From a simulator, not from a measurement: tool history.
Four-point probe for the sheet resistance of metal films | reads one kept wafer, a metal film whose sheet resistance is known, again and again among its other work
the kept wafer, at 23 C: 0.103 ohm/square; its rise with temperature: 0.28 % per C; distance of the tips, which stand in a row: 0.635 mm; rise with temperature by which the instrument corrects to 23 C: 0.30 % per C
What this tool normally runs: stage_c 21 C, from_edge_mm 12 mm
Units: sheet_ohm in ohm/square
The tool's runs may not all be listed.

run,hour,stage_c,from_edge_mm,sheet_ohm
1,0,21,12,0.103508
2,87.7,21,12,0.103542
3,219.1,21,12,0.103553
4,295.3,21,12,0.103614
5,398.5,21,12,0.103609
6,518.5,21,12,0.103593
7,621.3,21,4,0.104912
8,729.2,20,12,0.103671
9,790,21,12,0.103698
10,884,21,12,0.103688
11,945.2,21,12,0.103713
12,1044.3,21,12,0.103746
13,1139.1,21,12,0.103734
# hour 1156.8: stage's thermometer calibrated
14,1261.3,21,12,0.10377
15,1346.1,21,12,0.103824
16,1428.9,21,12,0.103829
17,1531.4,21,12,0.103872
18,1604.7,21,4,0.105041
19,1695.4,21,12,0.103895
20,1771.6,21,12,0.103924
21,1902.9,21,12,0.103929
22,1982.2,21,12,0.103911
23,2058.1,21,12,0.103972
24,2116.7,34,15,0.103631
25,2229.3,21,10,0.104062
26,2294.6,34,75,0.103574
27,2428.9,22,52,0.103844
28,2545.8,23,15,0.103968
29,2611.6,33,3,0.106125
30,2719.6,20,13,0.104087
31,2809.3,23,41,0.10392
32,2944.4,22,3,0.106382
33,3012.4,22,3,0.10641
34,3131.8,20,30,0.104043
35,3216.6,20,30,0.104099
# hour 3311.3: new probe head fitted
36,3336.8,35,62,0.102664
37,3443.7,33,7,0.103144
38,3520.9,19,19,0.103037
39,3593.7,20,30,0.103029
40,3685.4,20,17,0.103114
41,3804,29,30,0.102876
42,3889.8,30,12,0.102959
43,3960,23,29,0.103063
44,4093.6,24,9,0.103286
45,4184.2,24,9,0.103277

4 options for the next run, each taken on its own from the tool as it stands now. Forecast them:
A,4263.6,33,9,?
B,4263.6,28,9,?
C,4263.6,19,48,?
D,4263.6,18,37,?

run,sheet_ohm
A,0.103123
B,0.10326
C,0.103161
D,0.103216
Take away the tool's hidden state, keep each run's random variation, and the runs would have read:
run,sheet_ohm
A,0.103051
B,0.103189
C,0.103092
D,0.103147

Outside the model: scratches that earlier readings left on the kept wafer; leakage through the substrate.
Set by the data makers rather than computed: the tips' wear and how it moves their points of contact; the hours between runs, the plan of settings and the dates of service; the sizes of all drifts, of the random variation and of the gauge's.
